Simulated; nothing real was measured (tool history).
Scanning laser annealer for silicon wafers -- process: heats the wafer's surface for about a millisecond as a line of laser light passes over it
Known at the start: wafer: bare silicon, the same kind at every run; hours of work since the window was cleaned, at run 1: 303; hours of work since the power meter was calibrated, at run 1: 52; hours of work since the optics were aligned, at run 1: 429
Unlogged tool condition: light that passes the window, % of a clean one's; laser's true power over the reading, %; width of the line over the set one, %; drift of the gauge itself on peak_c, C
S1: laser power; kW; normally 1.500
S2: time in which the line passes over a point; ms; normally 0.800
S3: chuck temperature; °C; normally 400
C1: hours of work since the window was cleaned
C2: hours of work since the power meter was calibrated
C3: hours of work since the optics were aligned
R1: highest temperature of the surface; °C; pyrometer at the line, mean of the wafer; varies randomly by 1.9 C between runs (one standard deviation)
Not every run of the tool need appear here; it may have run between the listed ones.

| run | hour | S1 | S2 | S3 | C1 | C2 | C3 | R1 |
|---|---|---|---|---|---|---|---|---|
| 1 | 0.0 | 1.500 | 0.800 | 400 | 303 | 52 | 429 | 1147 |
| 2 | 21.8 | 1.500 | 0.800 | 400 | 316 | 65 | 442 | 1153 |
| 3 | 31.9 | 1.500 | 0.800 | 400 | 322 | 71 | 447 | 1146 |
| 4 | 41.4 | 1.500 | 0.973 | 400 | 327 | 76 | 453 | 1219 |
| 5 | 63.9 | 1.500 | 0.973 | 400 | 341 | 90 | 466 | 1220 |
| 6 | 77.5 | 1.500 | 0.800 | 400 | 348 | 97 | 474 | 1144 |
| 7 | 99.1 | 1.500 | 0.800 | 400 | 361 | 110 | 487 | 1143 |
| 8 | 118.2 | 1.500 | 0.800 | 425 | 372 | 121 | 498 | 1171 |
| 9 | 135.8 | 1.500 | 0.800 | 425 | 382 | 131 | 508 | 1168 |
| 10 | 154.4 | 1.500 | 0.800 | 425 | 393 | 142 | 519 | 1172 |
| 11 | 174.5 | 1.500 | 0.800 | 398 | 405 | 154 | 530 | 1142 |
| 12 | 194.3 | 1.500 | 0.800 | 400 | 416 | 165 | 542 | 1139 |
| 13 | 213.2 | 1.500 | 0.800 | 400 | 427 | 176 | 553 | 1140 |
| 14 | 232.2 | 1.500 | 0.800 | 400 | 438 | 187 | 564 | 1141 |
| 15 | 243.7 | 1.500 | 0.800 | 400 | 445 | 194 | 571 | 1142 |
| 16 | 257.0 | 1.500 | 0.828 | 400 | 453 | 202 | 578 | 1154 |
| 17 | 270.5 | 1.500 | 0.800 | 370 | 461 | 210 | 586 | 1110 |
| 18 | 291.5 | 1.500 | 0.800 | 414 | 473 | 222 | 598 | 1155 |
| 19 | 313.4 | 1.500 | 0.800 | 414 | 486 | 235 | 611 | 1156 |
| 20 | 323.6 | 1.545 | 0.800 | 419 | 492 | 241 | 617 | 1182 |
| 21 | 345.9 | 1.443 | 0.800 | 404 | 505 | 254 | 630 | 1110 |
| 22 | 357.5 | 1.500 | 0.623 | 414 | 511 | 260 | 637 | 1068 |
| 23 | 369.0 | 1.492 | 0.800 | 400 | 518 | 267 | 643 | 1138 |
| 24 | 386.1 | 1.277 | 0.900 | 438 | 528 | 277 | 653 | 1079 |
| 25 | 402.5 | 1.500 | 0.849 | 380 | 537 | 286 | 663 | 1138 |
| 26 | 423.5 | 1.416 | 0.848 | 372 | 550 | 299 | 675 | 1080 |
| 27 | 436.0 | 1.608 | 0.912 | 415 | 557 | 306 | 682 | 1266 |
| 28 | 445.6 | 1.518 | 0.700 | 393 | 562 | 312 | 688 | 1094 |
| 29 | 457.7 | 1.459 | 0.928 | 418 | 570 | 319 | 695 | 1182 |
| 30 | 480.3 | 1.565 | 0.720 | 418 | 583 | 332 | 708 | 1155 |
| 31 | 490.9 | 1.515 | 0.850 | 396 | 589 | 338 | 714 | 1162 |
| 32 | 505.7 | 1.515 | 0.850 | 411 | 597 | 346 | 723 | 1175 |
| 33 | 517.6 | 1.437 | 0.754 | 414 | 604 | 353 | 730 | 1088 |
| 34 | 535.7 | 1.640 | 0.754 | 414 | 615 | 364 | 740 | 1211 |
| 35 | 545.6 | 1.400 | 0.800 | 391 | 621 | 370 | 746 | 1064 |
| 36 | 562.0 | 1.571 | 0.778 | 400 | 630 | 379 | 756 | 1168 |

For each run, the measured value with the value that run would have given without the tool's hidden condition subtracted. The run-to-run variation is shared by both, the gauge scatter possibly not:
| run | R1 |
|---|---|
| 1 | -13 |
| 2 | -13 |
| 3 | -14 |
| 4 | -15 |
| 5 | -16 |
| 6 | -15 |
| 7 | -16 |
| 8 | -16 |
| 9 | -17 |
| 10 | -17 |
| 11 | -18 |
| 12 | -18 |
| 13 | -18 |
| 14 | -18 |
| 15 | -19 |
| 16 | -20 |
| 17 | -19 |
| 18 | -20 |
| 19 | -20 |
| 20 | -22 |
| 21 | -21 |
| 22 | -19 |
| 23 | -22 |
| 24 | -19 |
| 25 | -23 |
| 26 | -22 |
| 27 | -27 |
| 28 | -23 |
| 29 | -25 |
| 30 | -25 |
| 31 | -25 |
| 32 | -26 |
| 33 | -23 |
| 34 | -28 |
| 35 | -24 |
| 36 | -27 |
